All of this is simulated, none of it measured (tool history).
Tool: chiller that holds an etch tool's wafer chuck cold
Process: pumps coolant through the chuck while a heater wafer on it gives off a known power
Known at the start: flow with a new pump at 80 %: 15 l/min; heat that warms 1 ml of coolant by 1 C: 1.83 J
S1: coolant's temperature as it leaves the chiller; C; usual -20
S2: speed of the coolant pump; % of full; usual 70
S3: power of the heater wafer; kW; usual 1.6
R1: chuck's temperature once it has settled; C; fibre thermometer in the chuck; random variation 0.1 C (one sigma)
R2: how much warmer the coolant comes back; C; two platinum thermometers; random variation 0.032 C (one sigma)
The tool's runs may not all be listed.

run 1 day=0 | S1=-20 S2=70 S3=1.6 | R1=-3 R2=4.24
run 2 day=2.683 | S1=-20 S2=70 S3=1.6 | R1=-3 R2=4.27
run 3 day=4.108 | S1=-24 S2=70 S3=1.6 | R1=-6.9 R2=4.23
run 4 day=6.067 | S1=-24 S2=70 S3=1.6 | R1=-7 R2=4.25
run 5 day=8.754 | S1=-20 S2=70 S3=1.6 | R1=-2.9 R2=4.28
run 6 day=10.808 | S1=-20 S2=71 S3=1.6 | R1=-3.1 R2=4.18
run 7 day=12.792 | S1=-20 S2=71 S3=1.326 | R1=-5.9 R2=3.5
run 8 day=14.683 | S1=-20 S2=71 S3=1.326 | R1=-6 R2=3.46
run 9 day=16.462 | S1=-20 S2=71 S3=1.326 | R1=-5.9 R2=3.59
run 10 day=18.004 | S1=-20 S2=70 S3=0.86 | R1=-10.8 R2=2.3
run 11 day=19.283 | S1=-20 S2=76 S3=1.6 | R1=-3.9 R2=3.97
run 12 day=21.638 | S1=-20 S2=70 S3=1.6 | R1=-2.8 R2=4.33
run 13 day=22.808 | S1=-20 S2=70 S3=1.6 | R1=-2.9 R2=4.27
run 14 day=25.404 | S1=-20 S2=70 S3=1.6 | R1=-2.5 R2=4.3
run 15 day=26.908 | S1=-18 S2=70 S3=1.6 | R1=-0.8 R2=4.31
run 16 day=29.021 | S1=-18 S2=70 S3=1.6 | R1=-0.8 R2=4.34
run 17 day=31.208 | S1=-20 S2=83 S3=0.865 | R1=-11.9 R2=2
run 18 day=33.533 | S1=-13 S2=85 S3=1.771 | R1=3.4 R2=3.95
run 19 day=35.408 | S1=-13 S2=85 S3=1.771 | R1=3.5 R2=3.89
run 20 day=36.904 | S1=-19 S2=85 S3=1.925 | R1=-1.1 R2=4.27
run 21 day=39.312 | S1=-16 S2=70 S3=2.065 | R1=6.6 R2=5.6
run 22 day=41.988 | S1=-20 S2=79 S3=1.6 | R1=-4 R2=3.89
run 23 day=43.55 | S1=-20 S2=79 S3=1.6 | R1=-4.1 R2=3.81
run 24 day=45.679 | S1=-28 S2=64 S3=0.842 | R1=-18.2 R2=2.44
run 25 day=47.217 | S1=-28 S2=64 S3=0.842 | R1=-18.2 R2=2.5
run 26 day=48.962 | S1=-28 S2=73 S3=0.842 | R1=-19.1 R2=2.21
run 27 day=51.262 | S1=-29 S2=70 S3=1.6 | R1=-11.4 R2=4.34
run 28 day=52.388 | S1=-24 S2=70 S3=1.784 | R1=-4.3 R2=4.91
run 29 day=53.512 | S1=-28 S2=70 S3=1.793 | R1=-8.2 R2=4.89
run 30 day=56.162 | S1=-28 S2=70 S3=1.793 | R1=-8.3 R2=4.87
run 31 day=57.375 | S1=-28 S2=70 S3=1.793 | R1=-8.5 R2=4.87

5 ways to go on from here, each from the tool as it stands after run 31. What would each give?
run A day=59.188 | S1=-28 S2=98 S3=2.384 | R1=? R2=?
run B day=59.188 | S1=-28 S2=69 S3=1.203 | R1=? R2=?
run C day=59.188 | S1=-20 S2=71 S3=1.6 | R1=? R2=?
run D day=59.188 | S1=-14 S2=93 S3=0.971 | R1=? R2=?
run E day=59.188 | S1=-16 S2=72 S3=2.083 | R1=? R2=?

run=A R1=-7.9 R2=4.65
run=B R1=-14.7 R2=3.33
run=C R1=-2.5 R2=4.33
run=D R1=-5.5 R2=1.97
run=E R1=6.5 R2=5.53
Without the tool's hidden state the same runs would have given:
run=A R1=-9.8 R2=4.25
run=B R1=-15.9 R2=3.05
run=C R1=-4.1 R2=3.96
run=D R1=-6.1 R2=1.8
run=E R1=4.4 R2=5.05

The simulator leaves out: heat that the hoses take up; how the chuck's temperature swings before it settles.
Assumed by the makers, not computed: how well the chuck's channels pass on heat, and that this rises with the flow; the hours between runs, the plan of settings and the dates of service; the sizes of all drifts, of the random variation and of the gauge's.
